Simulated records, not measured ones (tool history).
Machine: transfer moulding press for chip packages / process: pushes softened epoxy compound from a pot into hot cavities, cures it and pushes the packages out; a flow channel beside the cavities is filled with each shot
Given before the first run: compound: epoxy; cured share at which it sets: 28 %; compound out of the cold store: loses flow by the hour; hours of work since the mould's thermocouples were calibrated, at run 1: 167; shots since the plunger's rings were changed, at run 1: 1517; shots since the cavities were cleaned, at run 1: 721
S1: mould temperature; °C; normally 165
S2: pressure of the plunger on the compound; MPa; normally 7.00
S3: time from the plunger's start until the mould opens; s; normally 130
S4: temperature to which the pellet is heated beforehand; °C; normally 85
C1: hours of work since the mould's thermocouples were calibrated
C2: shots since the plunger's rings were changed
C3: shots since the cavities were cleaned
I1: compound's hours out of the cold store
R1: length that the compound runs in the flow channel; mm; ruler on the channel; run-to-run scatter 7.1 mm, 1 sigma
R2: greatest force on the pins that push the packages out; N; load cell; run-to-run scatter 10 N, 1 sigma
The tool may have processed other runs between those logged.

Run 1, hour 0.0: usual settings; C1 167; C2 1517; C3 721; I1 32.0. Result: R1 838 mm, R2 771 N.
Run 2, hour 7.0: usual settings; C1 172; C2 1581; C3 785; I1 32.9. Result: R1 824 mm, R2 798 N.
Run 3, hour 11.4: usual settings; C1 175; C2 1621; C3 825; I1 28.3. Result: R1 854 mm, R2 808 N.
Run 4, hour 17.4: usual settings; C1 179; C2 1676; C3 880; I1 9.6. Result: R1 975 mm, R2 783 N.
Run 5, hour 25.9: usual settings; C1 184; C2 1752; C3 956; I1 9.0. Result: R1 965 mm, R2 845 N.
At hour 29.2: cavities cleaned with cleaning compound and waxed.
Run 6, hour 35.5: usual settings; C1 189; C2 1826; C3 57; I1 19.4. Result: R1 905 mm, R2 516 N.
Run 7, hour 44.2: usual settings; C1 195; C2 1906; C3 137; I1 20.2. Result: R1 876 mm, R2 567 N.
Run 8, hour 53.0: usual settings but S1 162 °C; C1 201; C2 1986; C3 217; I1 35.7. Result: R1 818 mm, R2 673 N.
Run 9, hour 57.1: usual settings but S3 112 s; C1 203; C2 2023; C3 254; I1 44.7. Result: R1 766 mm, R2 695 N.
Run 10, hour 63.7: usual settings but S4 82 °C; C1 208; C2 2083; C3 314; I1 13.5. Result: R1 920 mm, R2 663 N.
Run 11, hour 67.7: usual settings but S4 90 °C; C1 210; C2 2120; C3 351; I1 41.4. Result: R1 771 mm, R2 639 N.
Run 12, hour 74.1: usual settings; C1 214; C2 2177; C3 408; I1 41.6. Result: R1 779 mm, R2 668 N.
Run 13, hour 80.9: usual settings; C1 219; C2 2239; C3 470; I1 10.8. Result: R1 943 mm, R2 723 N.
Run 14, hour 89.3: usual settings; C1 224; C2 2316; C3 547; I1 33.2. Result: R1 812 mm, R2 715 N.
At hour 91.9: mould's thermocouples calibrated.
Run 15, hour 99.6: usual settings; C1 5; C2 2392; C3 623; I1 21.3. Result: R1 880 mm, R2 741 N.
Run 16, hour 104.1: usual settings but S1 157 °C, S2 5.59 MPa, S3 162 s, S4 91 °C; C1 8; C2 2433; C3 664; I1 16.8. Result: R1 837 mm, R2 868 N.
Run 17, hour 111.0: usual settings but S1 157 °C, S2 5.59 MPa, S3 162 s, S4 91 °C; C1 12; C2 2495; C3 726; I1 10.4. Result: R1 888 mm, R2 926 N.
Run 18, hour 117.0: usual settings but S1 157 °C, S2 6.57 MPa, S3 162 s, S4 75 °C; C1 16; C2 2549; C3 780; I1 10.3. Result: R1 953 mm, R2 971 N.
Run 19, hour 124.9: usual settings but S1 157 °C, S2 6.57 MPa, S3 162 s, S4 75 °C; C1 21; C2 2622; C3 853; I1 32.5. Result: R1 832 mm, R2 937 N.
Run 20, hour 133.2: usual settings but S1 157 °C, S2 6.57 MPa, S3 162 s, S4 75 °C; C1 27; C2 2697; C3 928; I1 9.8. Result: R1 947 mm, R2 981 N.
At hour 139.2: cavities cleaned with cleaning compound and waxed.
At hour 142.1: mould's thermocouples calibrated, once more.
Run 21, hour 144.7: usual settings but S2 6.33 MPa; C1 2; C2 2769; C3 31; I1 19.6. Result: R1 844 mm, R2 502 N.
Run 22, hour 153.8: usual settings but S1 163 °C, S2 6.86 MPa, S3 164 s, S4 77 °C; C1 8; C2 2853; C3 115; I1 32.1. Result: R1 815 mm, R2 493 N.
Run 23, hour 160.4: usual settings but S1 168 °C; C1 12; C2 2913; C3 175; I1 19.8. Result: R1 873 mm, R2 552 N.
Run 24, hour 165.3: usual settings but S1 168 °C; C1 15; C2 2957; C3 219; I1 33.6. Result: R1 781 mm, R2 539 N.
Run 25, hour 169.7: usual settings but S1 168 °C, S2 8.17 MPa, S4 75 °C; C1 18; C2 2997; C3 259; I1 18.0. Result: R1 957 mm, R2 577 N.
Run 26, hour 178.3: usual settings but S1 172 °C, S2 8.17 MPa, S4 75 °C; C1 23; C2 3076; C3 338; I1 17.7. Result: R1 944 mm, R2 572 N.
Run 27, hour 182.4: usual settings but S1 171 °C, S2 7.54 MPa, S4 91 °C; C1 26; C2 3113; C3 375; I1 22.6. Result: R1 869 mm, R2 589 N.
Run 28, hour 189.8: usual settings but S1 160 °C, S2 7.54 MPa, S4 91 °C; C1 31; C2 3180; C3 442; I1 25.8. Result: R1 905 mm, R2 902 N.
Run 29, hour 194.8: usual settings but S1 160 °C, S2 7.54 MPa, S3 132 s, S4 82 °C; C1 34; C2 3226; C3 488; I1 27.8. Result: R1 883 mm, R2 881 N.
Run 30, hour 200.1: usual settings but S1 159 °C, S2 8.26 MPa; C1 37; C2 3274; C3 536; I1 21.1. Result: R1 987 mm, R2 1001 N.

Consider 3 possible next runs. They are alternatives, not a sequence: every one starts from the tool as it was left by run 30. What does each give?
Run A, hour 208.2: usual settings but S3 154 s; C1 43; C2 3348; C3 610; I1 20.4. Result: R1 ?, R2 ?.
Run B, hour 208.2: usual settings but S1 163 °C, S2 5.34 MPa, S3 156 s; C1 43; C2 3348; C3 610; I1 18.1. Result: R1 ?, R2 ?.
Run C, hour 208.2: usual settings but S2 7.34 MPa, S4 75 °C; C1 43; C2 3348; C3 610; I1 35.6. Result: R1 ?, R2 ?.

run   R1   R2
  A  876  634
  B  783  690
  C  809  734
With no hidden state in the tool, these same runs would have given:
run   R1   R2
  A  909  398
  B  813  432
  C  840  460
